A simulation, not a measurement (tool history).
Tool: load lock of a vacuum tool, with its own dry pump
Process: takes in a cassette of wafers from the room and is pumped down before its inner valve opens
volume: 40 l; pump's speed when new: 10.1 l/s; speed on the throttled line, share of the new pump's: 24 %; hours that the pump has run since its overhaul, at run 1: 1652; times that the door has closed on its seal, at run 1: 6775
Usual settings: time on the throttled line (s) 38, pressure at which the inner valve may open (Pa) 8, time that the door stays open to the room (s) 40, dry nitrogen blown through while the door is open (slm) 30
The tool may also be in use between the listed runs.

run     day  time on the throttled line (s)  pressure at which the inner valve may open (Pa)  time that the door stays open to the room (s)  dry nitrogen blown through while the door is open (slm)  hours that the pump has run since its overhaul  times that the door has closed on its seal  incoming humidity of the room's air, %  time from the closed door until the inner valve may open (s)  rise of the pressure with all valves shut (Pa/min)
  1       0                              38                                                8                                             40                                                       30                                            1652                                        6775                                    43.6                                                          66.9                                               0.036
  2   2.742                              38                                                8                                             40                                                       30                                            1718                                        6990                                    45.4                                                          67.4                                               0.044
  3   4.712                              38                                                7                                             40                                                       30                                            1765                                        7145                                    46.7                                                          67.2                                               0.041
  4   8.529                              38                                                7                                             40                                                       30                                            1857                                        7444                                    41.7                                                          67.5                                               0.041
  5  11.175                              38                                                8                                            121                                                       30                                            1921                                        7652                                    43.5                                                          66.9                                                0.05
  6  14.183                              38                                                8                                             40                                                       20                                            1993                                        7887                                    46.6                                                          66.7                                               0.048
  7  17.346                              38                                                8                                             40                                                       30                                            2069                                        8136                                    43.5                                                          66.6                                                0.05
  8  20.117                              38                                                8                                             40                                                       30                                            2135                                        8353                                    41.4                                                          66.7                                               0.051
  9  24.267                              38                                               11                                             40                                                       30                                            2235                                        8678                                    46.5                                                          65.6                                               0.053
 10  27.996                              38                                               11                                             40                                                       30                                            2324                                        8971                                    45.8                                                          65.5                                               0.052
 11  32.121                              46                                                8                                             35                                                       14                                            2423                                        9294                                    42.3                                                          73.2                                               0.054
 12  34.204                              46                                                8                                             35                                                       14                                            2473                                        9457                                    43.3                                                          73.1                                                0.06
 13  38.233                              38                                                8                                             69                                                       22                                            2570                                        9774                                    43.9                                                          66.7                                               0.064
 14  41.204                              23                                                8                                            113                                                        8                                            2641                                       10006                                    45.9                                                          55.4                                               0.076
 15  44.262                              23                                                8                                            113                                                        8                                            2715                                       10246                                    44.2                                                          55.6                                               0.076
 16  46.138                              41                                                6                                            127                                                       31                                            2760                                       10393                                    44.6                                                          70.3                                               0.068
 17  47.992                              55                                               11                                            127                                                       31                                            2804                                       10539                                    44.7                                                          78.6                                               0.069

Forecast each of these 5 alternatives for the next run:
  A  50.871                              36                                               11                                            127                                                        6                                            2873                                       10765                                    45.9                                                             ?                                                   ?
  B  50.871                              48                                               11                                            127                                                       31                                            2873                                       10765                                    42.2                                                             ?                                                   ?
  C  50.871                              50                                               11                                            174                                                       31                                            2873                                       10765                                    43.2                                                             ?                                                   ?
  D  50.871                              65                                               13                                             40                                                       39                                            2873                                       10765                                    48.5                                                             ?                                                   ?
  E  50.871                              42                                               11                                             40                                                       30                                            2873                                       10765                                    43.6                                                             ?                                                   ?

run  time from the closed door until the inner valve may open (s)  rise of the pressure with all valves shut (Pa/min)
  A                                                            64                                               0.091
  B                                                          73.1                                                0.07
  C                                                          74.9                                               0.075
  D                                                          84.8                                               0.064
  E                                                          67.9                                                0.07
Without the tool's hidden state the same runs would have given:
run  time from the closed door until the inner valve may open (s)  rise of the pressure with all valves shut (Pa/min)
  A                                                          63.6                                               0.033
  B                                                          72.7                                               0.012
  C                                                          74.5                                               0.017
  D                                                          84.5                                               0.008
  E                                                          67.5                                               0.011
